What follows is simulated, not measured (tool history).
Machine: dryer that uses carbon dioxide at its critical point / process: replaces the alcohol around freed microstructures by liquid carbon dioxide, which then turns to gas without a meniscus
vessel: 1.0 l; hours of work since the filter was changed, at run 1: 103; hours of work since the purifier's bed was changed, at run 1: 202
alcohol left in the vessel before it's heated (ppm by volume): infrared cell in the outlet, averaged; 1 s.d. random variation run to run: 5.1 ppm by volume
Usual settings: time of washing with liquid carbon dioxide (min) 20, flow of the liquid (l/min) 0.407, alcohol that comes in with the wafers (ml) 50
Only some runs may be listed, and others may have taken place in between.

run	day	time of washing with liquid carbon dioxide (min)	flow of the liquid (l/min)	alcohol that comes in with the wafers (ml)	hours of work since the filter was changed	hours of work since the purifier's bed was changed	alcohol left in the vessel before it's heated (ppm by volume)
1	0	20	0.407	50	103	202	118
2	1.738	20	0.478	50	120	218	79
3	2.696	20	0.478	50	129	228	82
4	4.092	20	0.478	50	142	241	82
5	6.05	20	0.478	50	161	260	98
6	7.758	20	0.478	50	177	276	105
7	9.488	20	0.478	50	193	292	101
8	10.608	25	0.407	50	204	303	86
9	12.225	20	0.407	34	220	318	138
10	14.238	20	0.407	34	239	338	141
11	16.217	20	0.407	34	258	357	152
12	18.038	20	0.407	50	275	374	185
13	19.075	17	0.293	50	285	384	1142
14	20.267	17	0.293	96	296	395	2158
15	21.312	20	0.496	50	306	405	133
16	22.667	18	0.265	75	319	418	2010
17	24.267	20	0.407	53	334	433	205
18	25.875	20	0.345	25	350	449	244
19	27.225	20	0.345	25	363	462	253
20	28.775	14	0.404	43	377	476	680
21	29.983	14	0.404	44	389	488	711
22	31.604	20	0.545	116	404	503	164
23	33.238	20	0.322	56	420	519	584
24	35.312	20	0.322	56	440	539	608

Some steps in alcohol left in the vessel before it's heated (ppm by volume), run to run, broken into two amounts with sign: the step expected even without the hidden condition (settings, incoming material, random variation), and the rest, left for the hidden condition together with whatever gauge scatter is not in both the measured and the hidden-condition-free result:
Unlogged tool condition in this case: flow that reaches the vessel past the clogged filter, %; alcohol in the recycled carbon dioxide, ppm; drift of the gauge itself on alcohol_ppm, %.
Run 14 -> 15: time of washing with liquid carbon dioxide (min) 17 -> 20, flow of the liquid (l/min) 0.293 -> 0.496, alcohol that comes in with the wafers (ml) 96 -> 50. alcohol left in the vessel before it's heated (ppm by volume) -2025: hidden state -565, all else -1460.
Run 15 -> 16: time of washing with liquid carbon dioxide (min) 20 -> 18, flow of the liquid (l/min) 0.496 -> 0.265, alcohol that comes in with the wafers (ml) 50 -> 75. alcohol left in the vessel before it's heated (ppm by volume) +1877: hidden state +534, all else +1343.
